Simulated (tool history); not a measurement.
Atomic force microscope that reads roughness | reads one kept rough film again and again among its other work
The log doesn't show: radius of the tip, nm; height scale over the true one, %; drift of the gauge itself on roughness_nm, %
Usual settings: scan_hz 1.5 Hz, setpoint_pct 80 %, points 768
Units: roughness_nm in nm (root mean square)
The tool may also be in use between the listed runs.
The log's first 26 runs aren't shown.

run    hour  scan_hz  setpoint_pct  points  pictures with this tip  hours of work since the height scale was calibrated  roughness_nm
 27   836.2     1.22            80     768                      40                                                 1122         1.889
 28   867.4     1.22            80     768                      61                                                 1136         1.897
 29   897.5      2.2            88     768                      82                                                 1149         1.724
 30   923.4      1.5            87     768                     100                                                 1160         1.814
 31   960.5      1.5            73     768                     125                                                 1176         1.879
 32   990.2     1.28            80     336                     146                                                 1189         1.848
 33  1029.6     1.12            80     499                     173                                                 1206         1.868
 34  1069.1     0.72            77     282                     200                                                 1223         1.899
 35  1109.5     0.72            77     282                     227                                                 1241         1.882
 36  1128.3     0.72            77     282                     240                                                 1249         1.851
 37  1158.8     1.31            74     326                     261                                                 1262         1.836

4 ways to go on from here, each from the tool as it stands after run 37. What would each give?
  A  1191.2     3.86            74     845                     284                                                 1276             ?
  B  1191.2     3.76            85     895                     284                                                 1276             ?
  C  1191.2     0.56            68     518                     284                                                 1276             ?
  D  1191.2     0.83            55     410                     284                                                 1276             ?

run  roughness_nm
  A         1.684
  B         1.545
  C          1.89
  D         1.906
Without the tool's hidden state the same runs would have given:
run  roughness_nm
  A         1.774
  B         1.627
  C         1.991
  D         2.007
